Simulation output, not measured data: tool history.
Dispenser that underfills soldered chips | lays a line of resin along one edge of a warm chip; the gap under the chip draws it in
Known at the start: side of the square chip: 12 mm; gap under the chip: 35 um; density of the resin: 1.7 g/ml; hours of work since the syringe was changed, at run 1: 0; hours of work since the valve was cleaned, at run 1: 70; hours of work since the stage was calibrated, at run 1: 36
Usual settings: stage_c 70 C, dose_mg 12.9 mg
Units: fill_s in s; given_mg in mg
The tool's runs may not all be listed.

run,hour,stage_c,dose_mg,hours of work since the syringe was changed,hours of work since the valve was cleaned,hours of work since the stage was calibrated,fill_s,given_mg
1,0.0,70,12.9,0,70,36,262.2,12.40
2,3.0,70,12.9,2,72,38,298.0,12.29
3,5.2,70,11.4,4,74,40,331.8,10.91
4,8.9,70,11.4,7,77,43,386.8,10.83
# hour 10.5: new syringe of resin
5,13.9,70,11.4,3,80,46,305.9,10.80
6,18.3,70,12.9,6,83,50,350.9,12.32
# hour 21.1: new syringe of resin
7,22.6,61,13.3,1,86,52,442.5,12.56
# hour 23.9: dispensing valve cleaned and set on the balance
8,26.6,61,13.3,3,2,55,498.6,13.36
9,31.2,56,11.1,7,5,58,822.0,11.07
# hour 32.7: new syringe of resin
10,33.7,64,14.9,1,7,60,350.1,14.88
11,37.1,58,13.3,3,10,62,571.7,13.39

4 ways to go on from here, each from the tool as it stands after run 11. What would each give?
A,41.2,58,13.7,6,13,65,?,?
B,41.2,56,15.5,6,13,65,?,?
C,41.2,57,13.4,6,13,65,?,?
D,41.2,61,12.2,6,13,65,?,?

run,fill_s,given_mg
A,671.4,13.67
B,749.7,15.37
C,698.1,13.29
D,569.0,12.09
Without the tool's hidden state the same runs would have given:
run,fill_s,given_mg
A,477.8,13.76
B,533.6,15.47
C,496.7,13.37
D,404.7,12.17

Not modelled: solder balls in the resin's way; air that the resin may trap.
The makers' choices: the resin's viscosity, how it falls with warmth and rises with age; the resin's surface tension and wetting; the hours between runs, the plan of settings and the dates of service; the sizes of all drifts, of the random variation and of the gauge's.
